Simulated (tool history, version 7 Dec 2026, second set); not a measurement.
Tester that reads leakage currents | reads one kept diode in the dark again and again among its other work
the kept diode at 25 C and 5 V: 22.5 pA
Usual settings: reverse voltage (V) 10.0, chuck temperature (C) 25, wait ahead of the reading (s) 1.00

| run | day | reverse voltage (V) | chuck temperature (C) | wait ahead of the reading (s) | current that the tester gives (pA) |
|---|---|---|---|---|---|
| 1 | 0.000 | 10.0 | 25 | 1.00 | 52.03 |
|  | 1.321 | probe card cleaned and baked |
| 2 | 5.833 | 10.0 | 40 | 1.00 | 109.52 |
| 3 | 12.833 | 2.0 | 25 | 1.00 | 16.00 |
| 4 | 19.783 | 10.0 | 25 | 1.00 | 31.95 |
| 5 | 27.046 | 10.0 | 25 | 1.00 | 32.48 |
| 6 | 31.038 | 10.0 | 25 | 1.00 | 32.96 |
| 7 | 35.625 | 10.0 | 25 | 1.00 | 33.31 |
| 8 | 39.375 | 10.0 | 25 | 1.00 | 33.56 |
| 9 | 43.204 | 10.0 | 25 | 1.00 | 34.03 |
|  | 46.750 | chuck's temperature calibrated |
| 10 | 47.012 | 10.0 | 25 | 1.00 | 36.80 |
| 11 | 52.258 | 10.0 | 25 | 2.49 | 35.48 |
| 12 | 58.038 | 10.0 | 25 | 0.48 | 40.74 |
| 13 | 62.304 | 8.7 | 25 | 1.00 | 35.27 |
| 14 | 69.862 | 10.0 | 25 | 1.34 | 37.96 |
| 15 | 78.304 | 10.0 | 25 | 1.00 | 39.66 |
| 16 | 82.896 | 10.0 | 25 | 1.00 | 40.11 |
| 17 | 88.771 | 10.0 | 25 | 1.00 | 40.58 |
| 18 | 95.617 | 10.0 | 55 | 1.00 | 384.56 |
| 19 | 103.721 | 10.0 | 55 | 1.00 | 384.79 |
| 20 | 109.788 | 10.0 | 55 | 1.00 | 382.74 |
| 21 | 113.979 | 9.3 | 30 | 2.22 | 55.45 |
| 22 | 121.792 | 9.3 | 21 | 4.83 | 31.23 |
| 23 | 127.962 | 9.3 | 39 | 9.94 | 108.45 |

Run 24 comes next. What will it give?
| 24 | 134.762 | 9.3 | 39 | 9.94 | ? |

{"run 24": {"current that the tester gives (pA)": 108.73}}
Without the tool's hidden state the same run would have given current that the tester gives (pA) 100.13.
